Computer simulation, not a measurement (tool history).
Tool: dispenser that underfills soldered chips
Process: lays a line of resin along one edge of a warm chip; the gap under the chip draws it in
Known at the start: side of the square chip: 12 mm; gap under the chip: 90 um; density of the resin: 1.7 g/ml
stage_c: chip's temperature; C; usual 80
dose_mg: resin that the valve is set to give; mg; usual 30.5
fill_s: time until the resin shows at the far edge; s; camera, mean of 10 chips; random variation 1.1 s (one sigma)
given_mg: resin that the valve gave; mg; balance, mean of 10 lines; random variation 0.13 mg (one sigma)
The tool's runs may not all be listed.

| run | hour | stage_c | dose_mg | fill_s | given_mg |
|---|---|---|---|---|---|
| 1 | 0 | 80 | 30.5 | 136.1 | 30.59 |
|  | 2.3 | new syringe of resin |
| 2 | 4.7 | 80 | 30.5 | 118.7 | 30.25 |
| 3 | 8.5 | 80 | 30.5 | 144.8 | 30.25 |
|  | 9.9 | new syringe of resin |
| 4 | 13.2 | 79 | 30.5 | 129.5 | 30.44 |
| 5 | 15.4 | 79 | 30.5 | 148.3 | 30.05 |
|  | 17.7 | new syringe of resin |
| 6 | 19.7 | 79 | 30.5 | 122.5 | 30.04 |
| 7 | 23.3 | 80 | 30.5 | 140.9 | 30.09 |
|  | 25.6 | new syringe of resin |
| 8 | 28.3 | 80 | 31 | 121 | 30.42 |
| 9 | 32 | 80 | 31 | 145.1 | 30.33 |
|  | 33.5 | new syringe of resin |
| 10 | 35.9 | 82 | 38.2 | 106.8 | 37.36 |
| 11 | 38.5 | 90 | 34.4 | 87.1 | 33.53 |
|  | 41.4 | new syringe of resin |
| 12 | 42.2 | 90 | 34.4 | 70.8 | 33.22 |
| 13 | 46.6 | 76 | 33.5 | 166.6 | 32.49 |
|  | 48.9 | new syringe of resin |
| 14 | 49.9 | 89 | 27 | 79.7 | 26.24 |

Forecast each of these 5 alternatives for the next run:
| A | 54.7 | 80 | 30.5 | ? | ? |
| B | 54.7 | 69 | 33.7 | ? | ? |
| C | 54.7 | 75 | 38 | ? | ? |
| D | 54.7 | 89 | 39.1 | ? | ? |
| E | 54.7 | 89 | 28.3 | ? | ? |

| run | fill_s | given_mg |
|---|---|---|
| A | 147.3 | 29.11 |
| B | 238.4 | 32.44 |
| C | 179 | 36.92 |
| D | 94 | 37.82 |
| E | 101 | 27.21 |
Without the tool's hidden state the same runs would have given:
| run | fill_s | given_mg |
|---|---|---|
| A | 103.2 | 30.2 |
| B | 167.2 | 33.66 |
| C | 126.1 | 38.3 |
| D | 66.6 | 39.23 |
| E | 70.7 | 28.24 |
